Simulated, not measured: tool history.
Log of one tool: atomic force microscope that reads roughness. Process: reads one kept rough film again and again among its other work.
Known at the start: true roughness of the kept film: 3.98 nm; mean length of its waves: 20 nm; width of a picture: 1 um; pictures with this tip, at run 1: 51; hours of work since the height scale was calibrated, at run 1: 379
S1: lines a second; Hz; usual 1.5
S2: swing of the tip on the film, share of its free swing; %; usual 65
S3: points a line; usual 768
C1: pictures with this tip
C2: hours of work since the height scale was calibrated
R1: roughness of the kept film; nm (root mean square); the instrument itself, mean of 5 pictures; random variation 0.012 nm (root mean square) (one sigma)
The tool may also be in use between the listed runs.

run,hour,S1,S2,S3,C1,C2,R1
1,0,1.5,65,768,51,379,2.087
2,14.1,1.5,65,768,70,387,1.93
3,34,1.5,62,768,98,399,1.751
4,46.9,1.5,62,768,115,406,1.646
5,64.4,1.5,62,768,139,416,1.538
# hour 78: new tip fitted
6,84.3,2.14,65,768,8,428,2.464
7,109.3,1.5,84,768,42,443,1.988
8,120.7,1.5,84,768,58,449,1.873
9,143,1.5,63,768,88,462,1.811
10,165.7,1.5,63,768,119,476,1.643
11,179,0.51,65,768,137,484,1.597
# hour 194.3: new tip fitted
12,202.5,0.51,65,768,11,497,2.634
13,218.1,0.51,65,768,32,506,2.4
14,229.2,0.51,65,768,47,513,2.251
15,248.4,0.51,65,768,73,524,2.021
16,263.4,0.51,65,768,94,533,1.885
17,287.4,0.51,65,768,126,547,1.678
# hour 310.7: new tip fitted
18,312.8,0.51,65,768,3,562,2.767
19,330.7,0.51,65,768,27,572,2.45
20,351.9,0.51,65,768,56,585,2.151
21,366.1,0.51,65,768,75,593,2.021
22,392.5,1.31,74,768,111,609,1.693
23,407.9,0.54,74,803,132,618,1.649
24,421.1,0.8,77,258,150,626,1.491
# hour 427.8: new tip fitted
25,432.3,0.8,69,258,6,632,2.6
26,448.3,1.5,87,865,28,641,2.203

4 ways to go on from here, each from the tool as it stands after run 26. What would each give?
A,472.6,0.72,71,560,61,656,?
B,472.6,1.5,82,694,61,656,?
C,472.6,3.67,81,718,61,656,?
D,472.6,0.82,68,283,61,656,?

run,R1
A,2.101
B,1.94
C,1.711
D,2.068
Without the tool's hidden state the same runs would have given:
run,R1
A,2.732
B,2.522
C,2.226
D,2.69
